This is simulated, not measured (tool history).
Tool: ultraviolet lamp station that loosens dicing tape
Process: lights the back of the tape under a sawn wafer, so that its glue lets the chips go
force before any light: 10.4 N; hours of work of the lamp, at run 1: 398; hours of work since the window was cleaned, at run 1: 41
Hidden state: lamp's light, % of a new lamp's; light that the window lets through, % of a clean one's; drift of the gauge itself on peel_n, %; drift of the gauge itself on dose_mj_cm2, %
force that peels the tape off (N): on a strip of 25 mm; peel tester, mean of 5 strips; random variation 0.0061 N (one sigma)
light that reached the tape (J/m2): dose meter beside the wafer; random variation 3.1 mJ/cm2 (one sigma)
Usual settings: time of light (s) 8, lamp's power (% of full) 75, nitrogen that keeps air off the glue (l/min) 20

| run | hour | time of light (s) | lamp's power (% of full) | nitrogen that keeps air off the glue (l/min) | hours of work of the lamp | hours of work since the window was cleaned | force that peels the tape off (N) | light that reached the tape (J/m2) |
|---|---|---|---|---|---|---|---|---|
| 1 | 0.0 | 8 | 75 | 20 | 398 | 41 | 0.243 | 4030 |
| 2 | 42.5 | 8 | 68 | 20 | 421 | 64 | 0.360 | 3590 |
| 3 | 85.2 | 10 | 68 | 20 | 445 | 87 | 0.191 | 4460 |
| 4 | 166.6 | 8 | 75 | 13 | 489 | 132 | 0.481 | 3850 |
| 5 | 221.0 | 8 | 75 | 20 | 519 | 162 | 0.298 | 3780 |
| 6 | 312.2 | 8 | 75 | 20 | 570 | 212 | 0.343 | 3650 |
| 7 | 387.9 | 8 | 75 | 20 | 611 | 254 | 0.351 | 3570 |
| 8 | 445.4 | 8 | 75 | 20 | 643 | 285 | 0.390 | 3530 |
| 9 | 500.6 | 8 | 75 | 20 | 673 | 316 | 0.403 | 3430 |
| 10 | 569.3 | 8 | 74 | 20 | 711 | 354 | 0.437 | 3340 |
| 11 | 643.0 | 8 | 75 | 20 | 751 | 394 | 0.436 | 3280 |
|  | 692.4 | lamp changed |
| 12 | 705.8 | 5 | 75 | 20 | 7 | 428 | 0.773 | 2570 |
|  | 715.3 | window cleaned of glue's vapour |
| 13 | 762.6 | 5 | 75 | 12 | 38 | 26 | 1.462 | 2340 |
| 14 | 822.6 | 5 | 75 | 12 | 71 | 59 | 1.538 | 2320 |
|  | 881.2 | window cleaned of glue's vapour, once more |
| 15 | 881.2 | 10 | 75 | 7 | 103 | 0 | 0.326 | 5530 |
| 16 | 982.2 | 9 | 75 | 12 | 159 | 56 | 0.261 | 4820 |
| 17 | 1064.2 | 9 | 75 | 12 | 204 | 101 | 0.287 | 4660 |
| 18 | 1107.0 | 5 | 75 | 8 | 227 | 124 | 1.681 | 2580 |
| 19 | 1154.7 | 5 | 75 | 8 | 254 | 150 | 1.804 | 2490 |
| 20 | 1221.8 | 12 | 67 | 20 | 291 | 187 | 0.131 | 5330 |
| 21 | 1301.0 | 7 | 80 | 16 | 334 | 231 | 0.424 | 3590 |

5 ways to go on from here, each from the tool as it stands after run 21. What would each give?
| A | 1385.7 | 5 | 75 | 20 | 381 | 277 | ? | ? |
| B | 1385.7 | 7 | 94 | 16 | 381 | 277 | ? | ? |
| C | 1385.7 | 7 | 66 | 11 | 381 | 277 | ? | ? |
| D | 1385.7 | 7 | 76 | 32 | 381 | 277 | ? | ? |
| E | 1385.7 | 8 | 75 | 8 | 381 | 277 | ? | ? |

| run | force that peels the tape off (N) | light that reached the tape (J/m2) |
|---|---|---|
| A | 1.051 | 2350 |
| B | 0.291 | 4150 |
| C | 1.080 | 2870 |
| D | 0.272 | 3310 |
| E | 0.819 | 3760 |
Without the tool's hidden state the same runs would have given:
| run | force that peels the tape off (N) | light that reached the tape (J/m2) |
|---|---|---|
| A | 0.626 | 2900 |
| B | 0.158 | 5140 |
| C | 0.654 | 3550 |
| D | 0.151 | 4090 |
| E | 0.473 | 4660 |
